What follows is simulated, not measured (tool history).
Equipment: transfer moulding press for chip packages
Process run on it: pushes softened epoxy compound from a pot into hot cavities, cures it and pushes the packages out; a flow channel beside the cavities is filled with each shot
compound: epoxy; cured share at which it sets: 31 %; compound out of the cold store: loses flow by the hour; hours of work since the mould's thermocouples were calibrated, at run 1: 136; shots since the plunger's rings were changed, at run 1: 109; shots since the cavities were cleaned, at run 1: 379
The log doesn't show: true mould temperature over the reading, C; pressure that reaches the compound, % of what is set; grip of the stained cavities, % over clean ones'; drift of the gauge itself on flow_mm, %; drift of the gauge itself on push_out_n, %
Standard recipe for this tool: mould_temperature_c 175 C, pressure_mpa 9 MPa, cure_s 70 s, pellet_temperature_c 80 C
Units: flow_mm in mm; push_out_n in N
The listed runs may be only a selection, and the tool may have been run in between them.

run,day,mould_temperature_c,pressure_mpa,cure_s,pellet_temperature_c,hours of work since the mould's thermocouples were calibrated,shots since the plunger's rings were changed,shots since the cavities were cleaned,incoming compound's hours out of the cold store,flow_mm,push_out_n
1,0,175,9,70,80,136,109,379,12.5,763,586
# day 1.996: cavities cleaned with cleaning compound and waxed
2,1.996,175,9,70,80,166,856,0,33.9,663,363
# day 4.921: cavities cleaned with cleaning compound and waxed
3,5.8,175,9,51,80,224,2301,340,30.3,658,1081
# day 7.867: cavities cleaned with cleaning compound and waxed
4,9.496,175,9,51,80,281,3704,629,20.7,675,1321
# day 10.829: cavities cleaned with cleaning compound and waxed
# day 12.05: plunger's sealing rings changed
5,13.492,175,9,51,80,341,557,989,36.8,641,1330
# day 13.988: cavities cleaned with cleaning compound and waxed
# day 16.996: cavities cleaned with cleaning compound and waxed
6,17.525,175,10.43,58,77,402,2067,204,14.1,784,845
# day 17.938: mould's thermocouples calibrated
7,19.829,175,10.43,58,77,30,2925,1062,40.1,671,1103
# day 20.125: cavities cleaned with cleaning compound and waxed
8,22.783,175,10.43,58,77,75,4042,1027,12.9,754,1233
# day 23.079: cavities cleaned with cleaning compound and waxed
# day 23.758: mould's thermocouples calibrated, once more
# day 24.542: plunger's sealing rings changed
9,24.642,175,10.43,58,77,12,39,532,41.9,683,836
# day 26.342: cavities cleaned with cleaning compound and waxed
10,28.217,175,10.43,58,77,67,1396,725,14.2,787,1007

What if the next run were any one of these 4? Each begins from the tool's condition after run 10:
# day 29.283: cavities cleaned with cleaning compound and waxed
A,32.017,170,7.89,57,80,125,2840,1056,18,?,?
# day 29.283: cavities cleaned with cleaning compound and waxed
B,32.017,175,7.26,70,80,125,2840,1056,26.9,?,?
# day 29.283: cavities cleaned with cleaning compound and waxed
C,32.017,176,9,72,80,125,2840,1056,45.2,?,?
# day 29.283: cavities cleaned with cleaning compound and waxed
D,32.017,182,9,70,74,125,2840,1056,29.8,?,?

run,flow_mm,push_out_n
A,676,1502
B,591,659
C,600,535
D,635,476
Stripped of hidden state, with their random variation kept, the same runs would have yielded:
run,flow_mm,push_out_n
A,707,802
B,618,350
C,628,284
D,664,255
